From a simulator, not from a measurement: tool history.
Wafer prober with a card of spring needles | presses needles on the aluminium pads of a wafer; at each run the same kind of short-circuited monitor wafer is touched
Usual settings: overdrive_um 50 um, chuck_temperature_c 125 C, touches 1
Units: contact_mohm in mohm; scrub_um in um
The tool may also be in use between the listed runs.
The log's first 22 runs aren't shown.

| run | day | overdrive_um | chuck_temperature_c | touches | touches since the tips were cleaned | cleanings since the card got new needles | touches since the first contact's height was set | contact_mohm | scrub_um |
|---|---|---|---|---|---|---|---|---|---|
|  | 30.567 | tips cleaned on abrasive film |
|  | 31.167 | tips cleaned on abrasive film |
| 23 | 31.596 | 37 | 41 | 1 | 5375 | 197 | 189780 | 559 | 7.22 |
|  | 31.708 | tips cleaned on abrasive film |
|  | 32.308 | tips cleaned on abrasive film |
| 24 | 32.667 | 45 | 32 | 2 | 4468 | 199 | 203107 | 339 | 8.82 |
|  | 32.921 | tips cleaned on abrasive film |
|  | 33.571 | tips cleaned on abrasive film |
|  | 33.583 | height of the first contact set anew |
|  | 34.171 | tips cleaned on abrasive film |
|  | 34.771 | tips cleaned on abrasive film |
| 25 | 34.812 | 50 | 125 | 2 | 513 | 203 | 15353 | 250 | 10.19 |
|  | 35.333 | tips cleaned on abrasive film |
|  | 35.958 | tips cleaned on abrasive film |
|  | 36.562 | tips cleaned on abrasive film |
|  | 37.192 | tips cleaned on abrasive film |
| 26 | 37.204 | 60 | 40 | 1 | 184 | 207 | 45165 | 215 | 12.26 |
|  | 37.821 | tips cleaned on abrasive film |
|  | 38.438 | tips cleaned on abrasive film |
|  | 39.046 | tips cleaned on abrasive film |
| 27 | 39.046 | 60 | 40 | 1 | 0 | 210 | 68086 | 212 | 12.23 |
|  | 39.692 | tips cleaned on abrasive film |
|  | 40.296 | tips cleaned on abrasive film |
| 28 | 40.658 | 46 | 37 | 1 | 4528 | 212 | 88232 | 425 | 9.35 |
|  | 40.921 | tips cleaned on abrasive film |
|  | 41.438 | tips cleaned on abrasive film |
|  | 41.958 | tips cleaned on abrasive film |
|  | 42.521 | tips cleaned on abrasive film |
| 29 | 42.521 | 46 | 37 | 1 | 0 | 216 | 111429 | 213 | 9.22 |
|  | 43.117 | tips cleaned on abrasive film |
|  | 43.733 | tips cleaned on abrasive film |
| 30 | 44.100 | 68 | 28 | 1 | 4596 | 218 | 131146 | 305 | 13.75 |

Forecast each of these 3 alternatives for the next run:
|  | 44.338 | tips cleaned on abrasive film |
|  | 44.962 | tips cleaned on abrasive film |
|  | 45.588 | tips cleaned on abrasive film |
| A | 46.088 | 32 | 28 | 1 | 6308 | 221 | 155932 | ? | ? |
|  | 44.338 | tips cleaned on abrasive film |
|  | 44.962 | tips cleaned on abrasive film |
|  | 45.588 | tips cleaned on abrasive film |
| B | 46.088 | 45 | 125 | 1 | 6308 | 221 | 155932 | ? | ? |
|  | 44.338 | tips cleaned on abrasive film |
|  | 44.962 | tips cleaned on abrasive film |
|  | 45.588 | tips cleaned on abrasive film |
| C | 46.088 | 50 | 76 | 1 | 6308 | 221 | 155932 | ? | ? |

| run | contact_mohm | scrub_um |
|---|---|---|
| A | 700 | 6.29 |
| B | 438 | 8.95 |
| C | 408 | 10.02 |
Without the tool's hidden state the same runs would have given:
| run | contact_mohm | scrub_um |
|---|---|---|
| A | 194 | 6.61 |
| B | 210 | 9.26 |
| C | 202 | 10.34 |
